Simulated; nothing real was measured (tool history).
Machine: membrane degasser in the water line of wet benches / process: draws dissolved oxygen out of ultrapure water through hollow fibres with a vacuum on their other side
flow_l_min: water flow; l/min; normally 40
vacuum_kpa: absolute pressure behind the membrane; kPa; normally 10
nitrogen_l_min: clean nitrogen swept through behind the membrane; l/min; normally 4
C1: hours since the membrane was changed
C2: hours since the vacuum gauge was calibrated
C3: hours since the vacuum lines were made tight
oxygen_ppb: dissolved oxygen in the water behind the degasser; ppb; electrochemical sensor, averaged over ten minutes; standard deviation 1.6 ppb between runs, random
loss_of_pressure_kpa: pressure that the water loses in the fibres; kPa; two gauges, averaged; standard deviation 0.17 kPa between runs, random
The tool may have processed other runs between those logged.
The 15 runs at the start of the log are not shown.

{"run": 16, "day": 36.046, "flow_l_min": 40, "vacuum_kpa": 10, "nitrogen_l_min": 4, "C1": 3769, "C2": 4887, "C3": 5496, "oxygen_ppb": 177.9, "loss_of_pressure_kpa": 26.9}
{"run": 17, "day": 38.962, "flow_l_min": 40, "vacuum_kpa": 10, "nitrogen_l_min": 4.04, "C1": 3839, "C2": 4957, "C3": 5566, "oxygen_ppb": 175.4, "loss_of_pressure_kpa": 27}
{"run": 18, "day": 40.867, "flow_l_min": 53, "vacuum_kpa": 8.2, "nitrogen_l_min": 6.52, "C1": 3885, "C2": 5002, "C3": 5612, "oxygen_ppb": 135.4, "loss_of_pressure_kpa": 35.87}
{"run": 19, "day": 43.496, "flow_l_min": 31, "vacuum_kpa": 10.4, "nitrogen_l_min": 11.96, "C1": 3948, "C2": 5065, "C3": 5675, "oxygen_ppb": 52.3, "loss_of_pressure_kpa": 20.9}
{"run": 20, "day": 46.567, "flow_l_min": 31, "vacuum_kpa": 10.4, "nitrogen_l_min": 11.96, "C1": 4022, "C2": 5139, "C3": 5749, "oxygen_ppb": 53.8, "loss_of_pressure_kpa": 21.04}
{"run": 21, "day": 48.696, "flow_l_min": 31, "vacuum_kpa": 10.4, "nitrogen_l_min": 11.96, "C1": 4073, "C2": 5190, "C3": 5800, "oxygen_ppb": 52.4, "loss_of_pressure_kpa": 20.71}
{"run": 22, "day": 50.967, "flow_l_min": 38, "vacuum_kpa": 7.9, "nitrogen_l_min": 1.98, "C1": 4127, "C2": 5245, "C3": 5854, "oxygen_ppb": 214.9, "loss_of_pressure_kpa": 25.49}
{"run": 23, "day": 52.612, "flow_l_min": 57, "vacuum_kpa": 7.9, "nitrogen_l_min": 1.98, "C1": 4167, "C2": 5284, "C3": 5894, "oxygen_ppb": 337.2, "loss_of_pressure_kpa": 38.64}
{"run": 24, "day": 55.196, "flow_l_min": 57, "vacuum_kpa": 7.9, "nitrogen_l_min": 1.98, "C1": 4229, "C2": 5346, "C3": 5956, "oxygen_ppb": 331.8, "loss_of_pressure_kpa": 38.86}
{"run": 25, "day": 56.688, "flow_l_min": 42, "vacuum_kpa": 17.6, "nitrogen_l_min": 6.84, "C1": 4264, "C2": 5382, "C3": 5992, "oxygen_ppb": 234.4, "loss_of_pressure_kpa": 28.28}
{"run": 26, "day": 58.25, "flow_l_min": 29, "vacuum_kpa": 10, "nitrogen_l_min": 3.45, "C1": 4302, "C2": 5419, "C3": 6029, "oxygen_ppb": 145, "loss_of_pressure_kpa": 19.73}
{"run": 27, "day": 61.308, "flow_l_min": 29, "vacuum_kpa": 10, "nitrogen_l_min": 3.45, "C1": 4375, "C2": 5493, "C3": 6102, "oxygen_ppb": 144.8, "loss_of_pressure_kpa": 19.73}
{"run": 28, "day": 64.079, "flow_l_min": 57, "vacuum_kpa": 24.8, "nitrogen_l_min": 6.25, "C1": 4442, "C2": 5559, "C3": 6169, "oxygen_ppb": 496.8, "loss_of_pressure_kpa": 38.66}
{"run": 29, "day": 66.846, "flow_l_min": 57, "vacuum_kpa": 24.8, "nitrogen_l_min": 6.25, "C1": 4508, "C2": 5626, "C3": 6235, "oxygen_ppb": 496.6, "loss_of_pressure_kpa": 38.72}
{"run": 30, "day": 69.808, "flow_l_min": 40, "vacuum_kpa": 12.4, "nitrogen_l_min": 4.21, "C1": 4579, "C2": 5697, "C3": 6306, "oxygen_ppb": 222.7, "loss_of_pressure_kpa": 27.33}
{"run": 31, "day": 72.717, "flow_l_min": 34, "vacuum_kpa": 8.7, "nitrogen_l_min": 4, "C1": 4649, "C2": 5767, "C3": 6376, "oxygen_ppb": 122.9, "loss_of_pressure_kpa": 23.06}

What if the next run were any one of these 3? Each begins from the tool's condition after run 31:
{"run": "A", "day": 75.021, "flow_l_min": 55, "vacuum_kpa": 10, "nitrogen_l_min": 7.95, "C1": 4704, "C2": 5822, "C3": 6432, "oxygen_ppb": "?", "loss_of_pressure_kpa": "?"}
{"run": "B", "day": 75.021, "flow_l_min": 53, "vacuum_kpa": 10, "nitrogen_l_min": 6.19, "C1": 4704, "C2": 5822, "C3": 6432, "oxygen_ppb": "?", "loss_of_pressure_kpa": "?"}
{"run": "C", "day": 75.021, "flow_l_min": 46, "vacuum_kpa": 10, "nitrogen_l_min": 8.98, "C1": 4704, "C2": 5822, "C3": 6432, "oxygen_ppb": "?", "loss_of_pressure_kpa": "?"}

run=A oxygen_ppb=154.6 loss_of_pressure_kpa=37.6
run=B oxygen_ppb=178 loss_of_pressure_kpa=35.9
run=C oxygen_ppb=109.2 loss_of_pressure_kpa=31.25
Stripped of hidden state, with their random variation kept, the same runs would have yielded:
run=A oxygen_ppb=145.1 loss_of_pressure_kpa=36.64
run=B oxygen_ppb=167.9 loss_of_pressure_kpa=34.98
run=C oxygen_ppb=102.6 loss_of_pressure_kpa=30.45
